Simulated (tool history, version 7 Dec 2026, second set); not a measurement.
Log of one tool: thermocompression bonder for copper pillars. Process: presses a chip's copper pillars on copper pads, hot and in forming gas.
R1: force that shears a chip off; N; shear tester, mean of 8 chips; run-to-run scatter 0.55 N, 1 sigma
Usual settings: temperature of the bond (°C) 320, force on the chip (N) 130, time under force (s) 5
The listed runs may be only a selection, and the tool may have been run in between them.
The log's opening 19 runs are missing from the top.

{"run": 20, "hour": 142.1, "temperature of the bond (°C)": 320, "force on the chip (N)": 161, "time under force (s)": 5, "R1": 79.5}
{"run": 21, "hour": 147.6, "temperature of the bond (°C)": 316, "force on the chip (N)": 126, "time under force (s)": 5, "R1": 65.6}
{"run": 22, "hour": 154.1, "temperature of the bond (°C)": 345, "force on the chip (N)": 123, "time under force (s)": 5, "R1": 75}
{"run": 23, "hour": 158.9, "temperature of the bond (°C)": 345, "force on the chip (N)": 123, "time under force (s)": 5, "R1": 75.6}
{"run": 24, "hour": 163.2, "temperature of the bond (°C)": 303, "force on the chip (N)": 130, "time under force (s)": 9, "R1": 71.7}
{"run": 25, "hour": 172.9, "temperature of the bond (°C)": 339, "force on the chip (N)": 187, "time under force (s)": 8, "R1": 95}
{"run": 26, "hour": 182.9, "temperature of the bond (°C)": 340, "force on the chip (N)": 130, "time under force (s)": 3, "R1": 66.8}
{"run": 27, "hour": 193.3, "temperature of the bond (°C)": 319, "force on the chip (N)": 136, "time under force (s)": 13, "R1": 86.1}
{"run": 28, "hour": 201.2, "temperature of the bond (°C)": 337, "force on the chip (N)": 173, "time under force (s)": 9, "R1": 92.7}
{"run": 29, "hour": 208.6, "temperature of the bond (°C)": 348, "force on the chip (N)": 147, "time under force (s)": 5, "R1": 84.5}
{"run": 30, "hour": 216.3, "temperature of the bond (°C)": 348, "force on the chip (N)": 147, "time under force (s)": 5, "R1": 84.4}

For run 31, what comes out?
{"run": 31, "hour": 222.9, "temperature of the bond (°C)": 345, "force on the chip (N)": 114, "time under force (s)": 7, "R1": "?"}

{"run 31": {"R1": 75.8}}
On a tool with no hidden condition, and with the same random variation, this run would have come out at R1 75.8 N.

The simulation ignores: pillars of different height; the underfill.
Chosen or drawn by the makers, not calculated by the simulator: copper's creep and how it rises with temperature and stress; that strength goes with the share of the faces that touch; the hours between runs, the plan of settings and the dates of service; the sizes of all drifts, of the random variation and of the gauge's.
